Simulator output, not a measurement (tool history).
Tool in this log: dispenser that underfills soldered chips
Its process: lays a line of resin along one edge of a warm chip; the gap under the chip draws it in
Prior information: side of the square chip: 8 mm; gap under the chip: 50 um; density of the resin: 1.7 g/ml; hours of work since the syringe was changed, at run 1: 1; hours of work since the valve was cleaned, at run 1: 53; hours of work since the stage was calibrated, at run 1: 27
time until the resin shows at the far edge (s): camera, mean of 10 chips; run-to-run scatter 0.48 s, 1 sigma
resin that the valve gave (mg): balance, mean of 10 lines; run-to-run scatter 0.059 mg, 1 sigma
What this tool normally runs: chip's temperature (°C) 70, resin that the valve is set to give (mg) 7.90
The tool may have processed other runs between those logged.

| run | hour | chip's temperature (°C) | resin that the valve is set to give (mg) | hours of work since the syringe was changed | hours of work since the valve was cleaned | hours of work since the stage was calibrated | time until the resin shows at the far edge (s) | resin that the valve gave (mg) |
|---|---|---|---|---|---|---|---|---|
| 1 | 0.0 | 70 | 7.90 | 1 | 53 | 27 | 39.7 | 7.62 |
|  | 5.7 | new syringe of resin |
| 2 | 5.7 | 70 | 7.90 | 0 | 57 | 31 | 37.8 | 7.58 |
| 3 | 9.4 | 70 | 8.41 | 3 | 59 | 34 | 43.4 | 7.93 |
|  | 13.4 | new syringe of resin |
| 4 | 15.7 | 70 | 7.90 | 2 | 64 | 38 | 41.4 | 7.49 |
| 5 | 18.5 | 70 | 7.90 | 4 | 66 | 40 | 46.2 | 7.43 |
|  | 21.3 | new syringe of resin |
| 6 | 23.2 | 70 | 7.90 | 1 | 69 | 43 | 39.6 | 7.52 |
|  | 29.0 | new syringe of resin |
| 7 | 29.5 | 70 | 7.90 | 0 | 73 | 48 | 36.4 | 7.34 |
| 8 | 35.5 | 77 | 7.90 | 5 | 77 | 52 | 36.7 | 7.45 |
|  | 36.7 | new syringe of resin |
| 9 | 40.6 | 62 | 7.20 | 3 | 81 | 55 | 64.6 | 6.76 |
| 10 | 43.4 | 61 | 9.48 | 5 | 83 | 57 | 72.6 | 8.81 |

Hidden state at the last listed run before each entry between runs and at the first one after, where it differs:
Between runs 1 and 2: new syringe of resin (hour 5.7)
  resin's viscosity, % of fresh resin's: 106.1 -> 101.4; dose that the valve gives, % of what is set: 95.45 -> 95.09; true chip temperature over the reading, C: 0.52 -> 0.55
  measured result minus the result with no hidden state, time until the resin shows at the far edge (s): +1.8 -> +0.1; resin that the valve gave (mg): -0.36 -> -0.39
Between runs 3 and 4: new syringe of resin (hour 13.4)
  resin's viscosity, % of fresh resin's: 119.4 -> 111.5; dose that the valve gives, % of what is set: 94.85 -> 94.43; true chip temperature over the reading, C: 0.57 -> 0.6
  measured result minus the result with no hidden state, time until the resin shows at the far edge (s): +6.5 -> +3.7; resin that the valve gave (mg): -0.43 -> -0.44
Between runs 5 and 6: new syringe of resin (hour 21.3)
  resin's viscosity, % of fresh resin's: 125.9 -> 108.6; dose that the valve gives, % of what is set: 94.25 -> 93.94; true chip temperature over the reading, C: 0.62 -> 0.64
  measured result minus the result with no hidden state, time until the resin shows at the far edge (s): +9.0 -> +2.7; resin that the valve gave (mg): -0.46 -> -0.49
Between runs 6 and 7: new syringe of resin (hour 29.0)
  resin's viscosity, % of fresh resin's: 108.6 -> 99.7; dose that the valve gives, % of what is set: 93.94 -> 93.51; true chip temperature over the reading, C: 0.64 -> 0.67
  measured result minus the result with no hidden state, time until the resin shows at the far edge (s): +2.7 -> -0.6; resin that the valve gave (mg): -0.49 -> -0.51
Between runs 8 and 9: new syringe of resin (hour 36.7)
  resin's viscosity, % of fresh resin's: 129.9 -> 120.1; dose that the valve gives, % of what is set: 93.13 -> 92.8; true chip temperature over the reading, C: 0.7 -> 0.73
  measured result minus the result with no hidden state, time until the resin shows at the far edge (s): +8.0 -> +10.3; resin that the valve gave (mg): -0.55 -> -0.52

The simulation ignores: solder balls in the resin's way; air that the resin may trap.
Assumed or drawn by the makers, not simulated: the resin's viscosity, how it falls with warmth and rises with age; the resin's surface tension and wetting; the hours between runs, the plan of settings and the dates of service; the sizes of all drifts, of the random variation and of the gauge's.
